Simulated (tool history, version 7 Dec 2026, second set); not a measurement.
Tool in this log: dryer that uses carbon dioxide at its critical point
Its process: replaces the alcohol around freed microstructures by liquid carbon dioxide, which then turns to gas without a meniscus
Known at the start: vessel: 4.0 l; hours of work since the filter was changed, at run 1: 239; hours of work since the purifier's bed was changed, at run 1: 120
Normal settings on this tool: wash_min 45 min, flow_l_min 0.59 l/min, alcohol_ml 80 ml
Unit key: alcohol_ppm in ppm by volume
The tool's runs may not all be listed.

run	hour	wash_min	flow_l_min	alcohol_ml	hours of work since the filter was changed	hours of work since the purifier's bed was changed	alcohol_ppm
1	0	45	0.59	80	239	120	180
2	7.4	45	0.59	80	244	125	178
3	19.2	45	0.59	80	252	133	171
4	32.6	45	0.59	80	260	141	181
5	38.1	45	0.59	80	264	145	171
6	49.1	45	0.562	80	271	152	222
7	60.5	45	0.59	80	279	160	183
8	69.3	45	0.59	80	284	166	182
9	75.4	45	0.59	80	288	169	180
10	87.7	45	0.59	80	296	177	182
11	97.1	45	0.59	86	303	184	200
12	103.2	45	0.59	86	307	188	195
13	114.2	45	0.59	52	314	195	120
14	126.7	45	0.59	27	322	203	72
15	134.5	45	0.59	27	327	208	68
16	142.2	45	0.59	27	332	213	73
17	153.8	45	0.962	80	340	221	21
18	161.9	45	0.59	53	345	226	133
19	171.8	45	0.59	53	351	233	138
20	181.7	45	0.59	53	358	239	132
21	193	45	0.59	53	365	246	127
22	205.7	45	0.6	53	374	255	126
23	211.9	38	0.702	40	378	259	99
24	219.4	33	0.432	66	383	264	1313
25	227.1	33	0.432	66	388	269	1288
26	239	58	0.401	48	396	277	188
27	250.2	58	0.401	48	403	284	209
28	261.2	67	0.401	60	410	291	132
29	271.1	45	0.457	70	416	298	481
30	277.6	32	0.467	80	421	302	1437
31	287.8	32	0.467	80	427	308	1401
32	299.5	29	0.591	80	435	316	1006
33	312	29	0.591	80	443	324	1011
# hour 313.8: inlet filter changed
34	322	41	0.994	26	5	330	21
35	328	47	0.686	104	9	334	74
36	335.6	35	0.647	47	14	339	182
37	341.6	42	0.647	21	18	343	47
38	354.7	45	0.564	34	27	352	78
39	368	45	0.564	42	36	360	107
40	380.2	62	0.495	85	44	368	102
41	387.1	62	0.495	85	48	373	88
42	394.3	62	0.495	85	53	378	91
43	404.6	35	0.69	27	59	384	90
44	412	49	0.474	62	64	389	223

Selected run-to-run steps in alcohol_ppm, each split into two signed amounts: the part the tool would show with no hidden state at all (from settings, incoming material and random variation), and the remainder, which goes to the hidden state together with any gauge scatter not common to the measured and the hidden-state-free results:
Hidden conditions of the tool in this case: flow that reaches the vessel past the clogged filter, %; alcohol in the recycled carbon dioxide, ppm; drift of the gauge itself on alcohol_ppm, %.
Run 23 -> 24: wash_min 38 -> 33, flow_l_min 0.702 -> 0.432, alcohol_ml 40 -> 66. alcohol_ppm +1214 ppm by volume: hidden state +190, all else +1024.
Run 25 -> 26: wash_min 33 -> 58, flow_l_min 0.432 -> 0.401, alcohol_ml 66 -> 48. alcohol_ppm -1100 ppm by volume: hidden state -165, all else -935.
Run 33 -> 34: wash_min 29 -> 41, flow_l_min 0.591 -> 0.994, alcohol_ml 80 -> 26, inlet filter changed. alcohol_ppm -990 ppm by volume: hidden state -220, all else -770.
